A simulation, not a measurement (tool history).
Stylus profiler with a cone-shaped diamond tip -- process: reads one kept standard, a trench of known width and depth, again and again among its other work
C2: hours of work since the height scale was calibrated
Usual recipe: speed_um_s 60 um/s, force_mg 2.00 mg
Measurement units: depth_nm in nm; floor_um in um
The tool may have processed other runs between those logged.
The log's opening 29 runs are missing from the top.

run 30 day=12.150 | speed_um_s=210 force_mg=0.87 | scans_with_this_tip=1043 C2=217 | depth_nm=201.10 floor_um=17.05
run 31 day=12.767 | speed_um_s=33 force_mg=5.59 | scans_with_this_tip=1096 C2=228 | depth_nm=203.77 floor_um=18.21
run 32 day=13.362 | speed_um_s=33 force_mg=5.59 | scans_with_this_tip=1146 C2=238 | depth_nm=203.79 floor_um=18.19
run 33 day=13.746 | speed_um_s=22 force_mg=4.16 | scans_with_this_tip=1178 C2=245 | depth_nm=203.13 floor_um=18.17
run 34 day=14.262 | speed_um_s=22 force_mg=4.16 | scans_with_this_tip=1222 C2=254 | depth_nm=203.11 floor_um=18.20
run 35 day=14.550 | speed_um_s=39 force_mg=0.69 | scans_with_this_tip=1247 C2=259 | depth_nm=200.92 floor_um=18.02
run 36 day=14.912 | speed_um_s=32 force_mg=1.04 | scans_with_this_tip=1277 C2=266 | depth_nm=201.20 floor_um=18.11
run 37 day=15.321 | speed_um_s=32 force_mg=1.04 | scans_with_this_tip=1312 C2=273 | depth_nm=201.24 floor_um=18.10
run 38 day=15.921 | speed_um_s=46 force_mg=2.01 | scans_with_this_tip=1363 C2=283 | depth_nm=201.95 floor_um=18.11

Each row is a separate what-if for the run after 38, all from the same tool condition, not one after another. Results?
run A day=16.488 | speed_um_s=69 force_mg=2.01 | scans_with_this_tip=1411 C2=294 | depth_nm=? floor_um=?
run B day=16.488 | speed_um_s=65 force_mg=0.92 | scans_with_this_tip=1411 C2=294 | depth_nm=? floor_um=?
run C day=16.488 | speed_um_s=137 force_mg=3.57 | scans_with_this_tip=1411 C2=294 | depth_nm=? floor_um=?
run D day=16.488 | speed_um_s=15 force_mg=2.01 | scans_with_this_tip=1411 C2=294 | depth_nm=? floor_um=?

run=A depth_nm=201.93 floor_um=17.98
run=B depth_nm=201.19 floor_um=17.93
run=C depth_nm=202.82 floor_um=17.84
run=D depth_nm=201.94 floor_um=18.18
Had the tool no hidden state, the same runs would have come out as:
run=A depth_nm=201.93 floor_um=17.98
run=B depth_nm=201.19 floor_um=17.93
run=C depth_nm=202.82 floor_um=17.84
run=D depth_nm=201.94 floor_um=18.18
